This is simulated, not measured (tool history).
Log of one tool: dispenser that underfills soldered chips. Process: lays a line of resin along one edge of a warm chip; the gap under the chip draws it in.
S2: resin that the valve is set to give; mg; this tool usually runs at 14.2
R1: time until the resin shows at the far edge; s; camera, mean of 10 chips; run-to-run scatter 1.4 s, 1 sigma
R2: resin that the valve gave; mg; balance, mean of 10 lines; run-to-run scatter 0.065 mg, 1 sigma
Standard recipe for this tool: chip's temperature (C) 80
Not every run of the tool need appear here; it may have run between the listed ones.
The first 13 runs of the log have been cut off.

Run 14, day 5.833: usual settings. Result: R1 256.6 s, R2 13.56 mg.
At day 6.025: new syringe of resin.
At day 6.358: dispensing valve cleaned and set on the balance.
Run 15, day 6.529: usual settings. Result: R1 236 s, R2 14.07 mg.
At day 6.788: new syringe of resin.
Run 16, day 7.233: usual settings. Result: R1 223.4 s, R2 14.02 mg.
At day 7.488: new syringe of resin.
Run 17, day 7.821: usual settings. Result: R1 195.9 s, R2 13.96 mg.
At day 8.229: new syringe of resin.
Run 18, day 8.433: usual settings. Result: R1 171.4 s, R2 13.9 mg.
At day 8.942: new syringe of resin.
Run 19, day 8.996: usual settings but chip's temperature (C) 82, S2 18 mg. Result: R1 126.2 s, R2 17.38 mg.
At day 9.667: new syringe of resin.
Run 20, day 9.692: usual settings but chip's temperature (C) 82, S2 18 mg. Result: R1 122.7 s, R2 17.25 mg.
At day 10.05: dispensing valve cleaned and set on the balance.
Run 21, day 10.275: usual settings but chip's temperature (C) 67. Result: R1 487 s, R2 14.25 mg.
At day 10.446: new syringe of resin.
Run 22, day 10.758: usual settings but chip's temperature (C) 65, S2 16.7 mg. Result: R1 379.9 s, R2 16.63 mg.
At day 11.138: new syringe of resin.
Run 23, day 11.138: usual settings but chip's temperature (C) 65, S2 16.7 mg. Result: R1 262 s, R2 16.59 mg.
At day 11.838: new syringe of resin.
Run 24, day 11.838: usual settings but chip's temperature (C) 65, S2 16.7 mg. Result: R1 267 s, R2 16.31 mg.
Run 25, day 12.142: usual settings but chip's temperature (C) 86, S2 12.2 mg. Result: R1 144.3 s, R2 11.8 mg.
At day 12.554: new syringe of resin.
Run 26, day 12.596: usual settings but chip's temperature (C) 92, S2 12.6 mg. Result: R1 81.1 s, R2 12.16 mg.
Run 27, day 13.046: usual settings but chip's temperature (C) 81, S2 17.7 mg. Result: R1 219.6 s, R2 17.08 mg.
At day 13.304: new syringe of resin.
Run 28, day 13.346: usual settings but chip's temperature (C) 81, S2 17.7 mg. Result: R1 128.9 s, R2 16.98 mg.
At day 13.754: dispensing valve cleaned and set on the balance.
Run 29, day 13.883: usual settings but chip's temperature (C) 84, S2 13 mg. Result: R1 213.2 s, R2 12.76 mg.
At day 14.046: new syringe of resin.
Run 30, day 14.279: usual settings but chip's temperature (C) 84, S2 13 mg. Result: R1 141.2 s, R2 12.87 mg.
At day 14.788: new syringe of resin.
Run 31, day 14.879: usual settings but chip's temperature (C) 76, S2 16.5 mg. Result: R1 175 s, R2 16.07 mg.
At day 15.512: new syringe of resin.
Run 32, day 15.562: usual settings but chip's temperature (C) 70, S2 12.5 mg. Result: R1 228.5 s, R2 12.13 mg.
Run 33, day 16.083: usual settings but chip's temperature (C) 94, S2 12.5 mg. Result: R1 138.3 s, R2 11.98 mg.
At day 16.208: new syringe of resin.
Run 34, day 16.592: usual settings but chip's temperature (C) 91, S2 13.7 mg. Result: R1 124.3 s, R2 13.14 mg.
At day 16.917: new syringe of resin.
Run 35, day 17.058: usual settings but chip's temperature (C) 91, S2 13.7 mg. Result: R1 93.4 s, R2 13.19 mg.
At day 17.45: dispensing valve cleaned and set on the balance.
Run 36, day 17.508: usual settings but chip's temperature (C) 91, S2 13.7 mg. Result: R1 151.2 s, R2 13.65 mg.

Branching from run 36: 3 alternative next runs. What would each branch give?
At day 17.654: new syringe of resin.
Run A, day 17.9: usual settings but chip's temperature (C) 91, S2 12.1 mg. Result: R1 ?, R2 ?.
At day 17.654: new syringe of resin.
Run B, day 17.9: usual settings but chip's temperature (C) 91, S2 15.2 mg. Result: R1 ?, R2 ?.
At day 17.654: new syringe of resin.
Run C, day 17.9: usual settings but chip's temperature (C) 83, S2 15.5 mg. Result: R1 ?, R2 ?.

run     R1     R2
  A  106.7     12
  B  104.6  14.92
  C  145.7  15.31
Take away the tool's hidden state, keep each run's random variation, and the runs would have read:
run     R1     R2
  A   87.5  12.11
  B     86  15.06
  C  120.3  15.45

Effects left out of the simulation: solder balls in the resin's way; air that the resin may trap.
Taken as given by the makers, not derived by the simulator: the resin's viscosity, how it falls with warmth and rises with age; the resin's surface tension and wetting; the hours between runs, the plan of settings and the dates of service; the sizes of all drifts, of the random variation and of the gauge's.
